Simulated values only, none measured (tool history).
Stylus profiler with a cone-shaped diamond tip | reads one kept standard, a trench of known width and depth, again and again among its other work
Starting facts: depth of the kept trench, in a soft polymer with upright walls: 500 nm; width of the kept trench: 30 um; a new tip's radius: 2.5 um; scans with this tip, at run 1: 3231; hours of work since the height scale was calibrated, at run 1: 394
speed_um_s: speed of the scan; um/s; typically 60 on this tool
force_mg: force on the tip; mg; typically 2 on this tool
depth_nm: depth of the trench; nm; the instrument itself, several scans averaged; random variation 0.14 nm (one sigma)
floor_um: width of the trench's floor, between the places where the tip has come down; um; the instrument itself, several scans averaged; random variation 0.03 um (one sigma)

| run | day | speed_um_s | force_mg | scans with this tip | hours of work since the height scale was calibrated | depth_nm | floor_um |
|---|---|---|---|---|---|---|---|
| 1 | 0 | 60 | 2 | 3231 | 394 | 505.74 | 26.63 |
| 2 | 0.892 | 30 | 2 | 3334 | 406 | 505.27 | 26.66 |
| 3 | 1.271 | 60 | 2 | 3377 | 412 | 505.55 | 26.62 |
| 4 | 1.692 | 174 | 2 | 3425 | 417 | 505.2 | 26.37 |
| 5 | 2.217 | 174 | 2 | 3486 | 425 | 505.28 | 26.32 |
| 6 | 2.696 | 174 | 2 | 3541 | 432 | 505.3 | 26.32 |
| 7 | 3.558 | 174 | 2 | 3640 | 444 | 505.11 | 26.36 |
| 8 | 4.021 | 174 | 2 | 3693 | 450 | 505.47 | 26.39 |
| 9 | 4.804 | 174 | 2 | 3783 | 461 | 505.42 | 26.29 |
| 10 | 5.283 | 60 | 2 | 3838 | 468 | 505.38 | 26.53 |
| 11 | 5.788 | 23 | 2 | 3896 | 475 | 505.24 | 26.64 |
| 12 | 6.404 | 60 | 2 | 3966 | 483 | 505.49 | 26.56 |
| 13 | 6.804 | 60 | 2 | 4012 | 489 | 504.82 | 26.57 |
| 14 | 7.371 | 60 | 2 | 4078 | 497 | 505.23 | 26.53 |
| 15 | 7.867 | 60 | 2 | 4135 | 504 | 505.37 | 26.54 |
| 16 | 8.725 | 60 | 2 | 4233 | 516 | 505.25 | 26.5 |
| 17 | 9.325 | 60 | 2 | 4302 | 524 | 505.32 | 26.56 |
| 18 | 9.95 | 60 | 2.06 | 4374 | 533 | 505.29 | 26.55 |
| 19 | 10.85 | 60 | 2.06 | 4477 | 546 | 505.37 | 26.52 |
| 20 | 11.708 | 60 | 2.06 | 4576 | 558 | 505.38 | 26.51 |
| 21 | 12.512 | 60 | 2 | 4668 | 569 | 505.14 | 26.48 |
| 22 | 13.079 | 60 | 4.13 | 4733 | 577 | 509.08 | 26.52 |
| 23 | 13.525 | 60 | 4.13 | 4784 | 583 | 508.98 | 26.48 |
| 24 | 14.121 | 23 | 1.34 | 4852 | 591 | 503.96 | 26.56 |
| 25 | 14.942 | 132 | 0.67 | 4946 | 603 | 502.04 | 26.1 |
| 26 | 15.888 | 207 | 1.26 | 5055 | 616 | 503.45 | 26.04 |
| 27 | 16.55 | 191 | 1.18 | 5131 | 625 | 503.75 | 26.05 |
| 28 | 17.096 | 191 | 1.18 | 5194 | 633 | 503.64 | 26.02 |
| 29 | 17.8 | 191 | 1.18 | 5275 | 643 | 503.63 | 26.05 |
| 30 | 18.346 | 40 | 1.2 | 5338 | 651 | 503.8 | 26.44 |
| 31 | 19.117 | 40 | 1.2 | 5426 | 661 | 503.52 | 26.42 |
| 32 | 19.871 | 80 | 3.22 | 5513 | 672 | 507.45 | 26.39 |
| 33 | 20.433 | 40 | 0.92 | 5577 | 680 | 502.74 | 26.41 |
| 34 | 20.975 | 66 | 1.46 | 5639 | 687 | 504.09 | 26.38 |
| 35 | 21.771 | 66 | 1.46 | 5730 | 698 | 504.16 | 26.41 |
| 36 | 22.667 | 112 | 1.46 | 5834 | 711 | 504.21 | 26.27 |
| 37 | 23.046 | 57 | 1.93 | 5877 | 716 | 504.89 | 26.36 |
| 38 | 23.758 | 57 | 1.93 | 5959 | 726 | 504.87 | 26.39 |
| 39 | 24.488 | 66 | 4.65 | 6043 | 736 | 509.66 | 26.43 |
| 40 | 25.342 | 41 | 1.82 | 6141 | 748 | 504.86 | 26.44 |
| 41 | 26.129 | 41 | 1.82 | 6231 | 759 | 504.71 | 26.46 |
| 42 | 27.017 | 100 | 5.97 | 6333 | 772 | 511.37 | 26.32 |
| 43 | 27.529 | 48 | 3.16 | 6392 | 779 | 507.03 | 26.44 |
| 44 | 28.283 | 51 | 0.95 | 6478 | 790 | 502.87 | 26.32 |
| 45 | 28.812 | 60 | 2.51 | 6539 | 797 | 505.89 | 26.39 |
| 46 | 29.758 | 60 | 2.51 | 6647 | 810 | 505.82 | 26.45 |

Predict each of these 5 candidate next runs independently; none follows another, all start after run 46:
| A | 30.371 | 70 | 0.69 | 6718 | 819 | ? | ? |
| B | 30.371 | 62 | 1.11 | 6718 | 819 | ? | ? |
| C | 30.371 | 148 | 4.11 | 6718 | 819 | ? | ? |
| D | 30.371 | 42 | 5.33 | 6718 | 819 | ? | ? |
| E | 30.371 | 15 | 1 | 6718 | 819 | ? | ? |

| run | depth_nm | floor_um |
|---|---|---|
| A | 501.74 | 26.23 |
| B | 503.39 | 26.29 |
| C | 508.64 | 26.27 |
| D | 510.49 | 26.43 |
| E | 503.01 | 26.44 |
With no hidden state in the tool, these same runs would have given:
| run | depth_nm | floor_um |
|---|---|---|
| A | 502.38 | 26.76 |
| B | 504.03 | 26.82 |
| C | 509.29 | 26.8 |
| D | 511.14 | 26.96 |
| E | 503.65 | 26.96 |
